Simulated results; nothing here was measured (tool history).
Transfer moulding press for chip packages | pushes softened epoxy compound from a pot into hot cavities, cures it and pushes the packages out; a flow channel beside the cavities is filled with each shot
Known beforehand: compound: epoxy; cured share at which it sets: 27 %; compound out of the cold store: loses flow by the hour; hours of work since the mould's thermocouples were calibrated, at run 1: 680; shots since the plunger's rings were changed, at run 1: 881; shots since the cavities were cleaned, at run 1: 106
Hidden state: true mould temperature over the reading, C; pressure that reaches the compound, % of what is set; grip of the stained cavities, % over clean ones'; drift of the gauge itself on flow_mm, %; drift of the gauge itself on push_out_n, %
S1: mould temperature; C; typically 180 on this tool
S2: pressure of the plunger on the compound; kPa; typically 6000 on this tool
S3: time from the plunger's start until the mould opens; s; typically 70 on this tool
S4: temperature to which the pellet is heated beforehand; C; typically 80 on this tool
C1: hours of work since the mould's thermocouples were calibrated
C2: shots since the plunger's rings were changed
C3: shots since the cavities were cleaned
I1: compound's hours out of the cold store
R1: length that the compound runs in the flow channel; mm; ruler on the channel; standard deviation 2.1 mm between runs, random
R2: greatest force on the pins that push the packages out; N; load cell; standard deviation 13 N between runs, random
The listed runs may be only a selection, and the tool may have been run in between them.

run 1 hour=0 | S1=180 S2=6000 S3=70 S4=80 | C1=680 C2=881 C3=106 | I1=47.1 | R1=561 R2=643
run 2 hour=20.8 | S1=172 S2=6000 S3=70 S4=80 | C1=691 C2=1166 C3=391 | I1=16.7 | R1=723 R2=1488
-- hour=33.3 cavities cleaned with cleaning compound and waxed
run 3 hour=42.9 | S1=180 S2=6000 S3=70 S4=80 | C1=703 C2=1449 C3=132 | I1=40 | R1=592 R2=667
run 4 hour=69.1 | S1=180 S2=5230 S3=70 S4=80 | C1=717 C2=1808 C3=491 | I1=43.7 | R1=533 R2=852
-- hour=73.6 cavities cleaned with cleaning compound and waxed
run 5 hour=105.1 | S1=180 S2=6000 S3=71 S4=80 | C1=736 C2=2282 C3=433 | I1=13.9 | R1=707 R2=883
-- hour=112.8 cavities cleaned with cleaning compound and waxed
-- hour=128.7 mould's thermocouples calibrated
run 6 hour=133.6 | S1=180 S2=6000 S3=71 S4=80 | C1=3 C2=2624 C3=258 | I1=15.6 | R1=696 R2=846
-- hour=156.3 cavities cleaned with cleaning compound and waxed
run 7 hour=163.7 | S1=180 S2=6000 S3=71 S4=80 | C1=19 C2=3016 C3=101 | I1=13.8 | R1=708 R2=682
run 8 hour=178.1 | S1=180 S2=6000 S3=70 S4=80 | C1=27 C2=3215 C3=300 | I1=36.5 | R1=600 R2=816
-- hour=196.7 cavities cleaned with cleaning compound and waxed
run 9 hour=205.2 | S1=180 S2=6000 S3=70 S4=80 | C1=41 C2=3566 C3=118 | I1=33.4 | R1=609 R2=707
-- hour=238.7 cavities cleaned with cleaning compound and waxed
run 10 hour=241.4 | S1=180 S2=6000 S3=70 S4=80 | C1=60 C2=4041 C3=37 | I1=47.5 | R1=544 R2=601
run 11 hour=265.1 | S1=180 S2=6000 S3=70 S4=80 | C1=73 C2=4366 C3=362 | I1=11.6 | R1=711 R2=922
-- hour=280.9 cavities cleaned with cleaning compound and waxed
run 12 hour=281.5 | S1=180 S2=6000 S3=81 S4=80 | C1=82 C2=4571 C3=8 | I1=38.1 | R1=581 R2=450
run 13 hour=298.3 | S1=180 S2=6000 S3=81 S4=80 | C1=91 C2=4801 C3=238 | I1=41.9 | R1=568 R2=636
run 14 hour=312.9 | S1=180 S2=7440 S3=70 S4=80 | C1=99 C2=5001 C3=438 | I1=23.5 | R1=720 R2=952
-- hour=320.7 cavities cleaned with cleaning compound and waxed
run 15 hour=345.1 | S1=176 S2=5720 S3=67 S4=85 | C1=116 C2=5422 C3=334 | I1=22 | R1=643 R2=1241
-- hour=360 cavities cleaned with cleaning compound and waxed
-- hour=368.6 plunger's sealing rings changed
run 16 hour=369.8 | S1=174 S2=6290 S3=60 S4=85 | C1=128 C2=17 C3=100 | I1=26.2 | R1=683 R2=1472
run 17 hour=384.3 | S1=174 S2=6290 S3=60 S4=85 | C1=136 C2=216 C3=299 | I1=39.1 | R1=623 R2=1740
-- hour=402.1 cavities cleaned with cleaning compound and waxed
run 18 hour=406.8 | S1=180 S2=6000 S3=62 S4=81 | C1=147 C2=504 C3=64 | I1=15 | R1=716 R2=896
run 19 hour=439 | S1=180 S2=6840 S3=70 S4=77 | C1=165 C2=945 C3=505 | I1=28.1 | R1=690 R2=953
-- hour=442 cavities cleaned with cleaning compound and waxed
run 20 hour=460.9 | S1=180 S2=6390 S3=70 S4=87 | C1=177 C2=1225 C3=259 | I1=41.8 | R1=602 R2=766
-- hour=481.4 cavities cleaned with cleaning compound and waxed
run 21 hour=481.4 | S1=185 S2=7020 S3=104 S4=76 | C1=187 C2=1485 C3=0 | I1=21.5 | R1=721 R2=380
run 22 hour=504.5 | S1=185 S2=7020 S3=104 S4=76 | C1=200 C2=1803 C3=318 | I1=24.4 | R1=700 R2=582
-- hour=522.2 cavities cleaned with cleaning compound and waxed
run 23 hour=528.1 | S1=181 S2=4670 S3=60 S4=75 | C1=212 C2=2105 C3=80 | I1=43.5 | R1=503 R2=844
run 24 hour=555.1 | S1=181 S2=6790 S3=60 S4=71 | C1=227 C2=2476 C3=451 | I1=38.6 | R1=630 R2=1218
-- hour=563.4 cavities cleaned with cleaning compound and waxed
run 25 hour=572.7 | S1=181 S2=5130 S3=57 S4=74 | C1=236 C2=2698 C3=128 | I1=38.4 | R1=543 R2=1069
-- hour=604.1 cavities cleaned with cleaning compound and waxed
run 26 hour=605.1 | S1=181 S2=4970 S3=72 S4=78 | C1=254 C2=3121 C3=13 | I1=25.3 | R1=588 R2=506
run 27 hour=621.2 | S1=181 S2=6090 S3=72 S4=78 | C1=262 C2=3341 C3=233 | I1=31.2 | R1=623 R2=714
-- hour=645.1 cavities cleaned with cleaning compound and waxed
run 28 hour=651.3 | S1=181 S2=6090 S3=72 S4=78 | C1=278 C2=3734 C3=85 | I1=24.3 | R1=652 R2=620

Measured result minus the same run's result without the hidden state. Both carry the same run-to-run variation, though not necessarily the same gauge scatter:
run=1 R1=-7 R2=+98
run=2 R1=-11 R2=+479
run=3 R1=-10 R2=+122
run=4 R1=-11 R2=+311
run=5 R1=-17 R2=+305
run=6 R1=-16 R2=+266
run=7 R1=-19 R2=+109
run=8 R1=-17 R2=+266
run=9 R1=-19 R2=+149
run=10 R1=-19 R2=+52
run=11 R1=-28 R2=+335
run=12 R1=-24 R2=+10
run=13 R1=-24 R2=+194
run=14 R1=-33 R2=+369
run=15 R1=-32 R2=+424
run=16 R1=-3 R2=+283
run=17 R1=-4 R2=+584
run=18 R1=-5 R2=+108
run=19 R1=-7 R2=+375
run=20 R1=-8 R2=+230
run=21 R1=-11 R2=+2
run=22 R1=-13 R2=+196
run=23 R1=-11 R2=+118
run=24 R1=-16 R2=+465
run=25 R1=-14 R2=+203
run=26 R1=-17 R2=+9
run=27 R1=-19 R2=+193
run=28 R1=-22 R2=+94

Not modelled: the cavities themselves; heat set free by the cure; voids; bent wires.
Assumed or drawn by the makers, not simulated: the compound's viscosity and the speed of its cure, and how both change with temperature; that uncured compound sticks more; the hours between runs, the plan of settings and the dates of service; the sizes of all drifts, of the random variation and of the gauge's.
